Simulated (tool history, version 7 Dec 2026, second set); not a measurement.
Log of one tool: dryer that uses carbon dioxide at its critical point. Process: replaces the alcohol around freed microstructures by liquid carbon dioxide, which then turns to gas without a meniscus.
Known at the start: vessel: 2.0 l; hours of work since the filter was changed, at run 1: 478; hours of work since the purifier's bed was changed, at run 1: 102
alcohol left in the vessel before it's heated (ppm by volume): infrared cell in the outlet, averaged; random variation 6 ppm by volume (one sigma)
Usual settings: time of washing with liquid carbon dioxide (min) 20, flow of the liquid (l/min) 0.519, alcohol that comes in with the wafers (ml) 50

| run | hour | time of washing with liquid carbon dioxide (min) | flow of the liquid (l/min) | alcohol that comes in with the wafers (ml) | hours of work since the filter was changed | hours of work since the purifier's bed was changed | alcohol left in the vessel before it's heated (ppm by volume) |
|---|---|---|---|---|---|---|---|
| 1 | 0 | 20 | 0.519 | 50 | 478 | 102 | 333 |
| 2 | 7.2 | 20 | 0.519 | 50 | 484 | 108 | 337 |
| 3 | 13.8 | 20 | 0.519 | 50 | 489 | 113 | 348 |
|  | 18 | inlet filter changed |
| 4 | 20.6 | 20 | 0.519 | 50 | 2 | 117 | 223 |
| 5 | 30.4 | 20 | 0.519 | 50 | 10 | 125 | 235 |
| 6 | 38.5 | 20 | 0.519 | 50 | 16 | 131 | 225 |
| 7 | 45.1 | 20 | 0.519 | 50 | 21 | 136 | 220 |
| 8 | 50.9 | 20 | 0.519 | 74 | 26 | 141 | 330 |
| 9 | 59.7 | 20 | 0.519 | 74 | 32 | 147 | 335 |
| 10 | 68.4 | 20 | 0.813 | 50 | 39 | 154 | 20 |
| 11 | 74.8 | 20 | 0.519 | 50 | 44 | 159 | 241 |
| 12 | 78.9 | 20 | 0.519 | 23 | 47 | 162 | 120 |
| 13 | 88.5 | 20 | 0.519 | 108 | 55 | 170 | 498 |
| 14 | 97.9 | 20 | 0.519 | 50 | 62 | 177 | 234 |
| 15 | 101.9 | 20 | 0.519 | 50 | 65 | 180 | 226 |
| 16 | 111.3 | 20 | 0.519 | 50 | 73 | 188 | 247 |
| 17 | 116.6 | 20 | 0.519 | 50 | 77 | 192 | 238 |
| 18 | 123.8 | 20 | 0.519 | 50 | 82 | 197 | 250 |
| 19 | 129.6 | 20 | 0.519 | 50 | 87 | 202 | 238 |
| 20 | 136.3 | 24 | 0.519 | 50 | 92 | 207 | 115 |
| 21 | 142.5 | 20 | 0.519 | 50 | 97 | 212 | 251 |
| 22 | 147.3 | 20 | 0.519 | 50 | 100 | 216 | 255 |
| 23 | 154.5 | 20 | 0.519 | 24 | 106 | 221 | 127 |
| 24 | 160.1 | 21 | 0.519 | 83 | 110 | 225 | 336 |
| 25 | 166.1 | 21 | 0.519 | 56 | 115 | 230 | 230 |
| 26 | 173 | 20 | 0.519 | 24 | 120 | 235 | 141 |
| 27 | 181.7 | 20 | 0.519 | 24 | 127 | 242 | 133 |
| 28 | 190.5 | 20 | 0.519 | 24 | 134 | 249 | 130 |
| 29 | 197.3 | 20 | 0.773 | 79 | 139 | 254 | 56 |
| 30 | 201.7 | 20 | 0.773 | 79 | 143 | 258 | 47 |
| 31 | 205.7 | 20 | 0.773 | 79 | 146 | 261 | 55 |
| 32 | 214.4 | 23 | 0.398 | 42 | 153 | 268 | 397 |
| 33 | 219 | 23 | 0.398 | 42 | 156 | 271 | 372 |
| 34 | 227.6 | 13 | 0.327 | 75 | 163 | 278 | 5991 |
| 35 | 235 | 13 | 0.327 | 75 | 169 | 284 | 6057 |
| 36 | 243.4 | 30 | 0.519 | 50 | 175 | 290 | 48 |
| 37 | 249.9 | 25 | 0.519 | 84 | 180 | 295 | 160 |
| 38 | 258.6 | 16 | 0.519 | 117 | 187 | 302 | 1486 |
| 39 | 266.3 | 16 | 0.519 | 117 | 193 | 308 | 1511 |
| 40 | 273.9 | 16 | 0.519 | 117 | 199 | 314 | 1591 |
| 41 | 279.9 | 20 | 0.519 | 75 | 203 | 319 | 418 |
| 42 | 288.5 | 23 | 0.519 | 48 | 210 | 325 | 142 |
| 43 | 294.6 | 23 | 0.519 | 48 | 215 | 330 | 151 |
| 44 | 299.4 | 23 | 0.519 | 48 | 219 | 334 | 161 |
| 45 | 303.9 | 12 | 0.85 | 50 | 222 | 337 | 284 |
| 46 | 310.1 | 19 | 0.446 | 58 | 227 | 342 | 732 |

Forecast each of these 4 alternatives for the next run:
| A | 317.4 | 29 | 0.605 | 58 | 233 | 348 | ? |
| B | 317.4 | 19 | 0.53 | 58 | 233 | 348 | ? |
| C | 317.4 | 16 | 0.446 | 25 | 233 | 348 | ? |
| D | 317.4 | 20 | 0.802 | 50 | 233 | 348 | ? |

| run | alcohol left in the vessel before it's heated (ppm by volume) |
|---|---|
| A | 32 |
| B | 371 |
| C | 593 |
| D | 43 |
Without the tool's hidden state the same runs would have given:
| run | alcohol left in the vessel before it's heated (ppm by volume) |
|---|---|
| A | 9 |
| B | 282 |
| C | 491 |
| D | 17 |
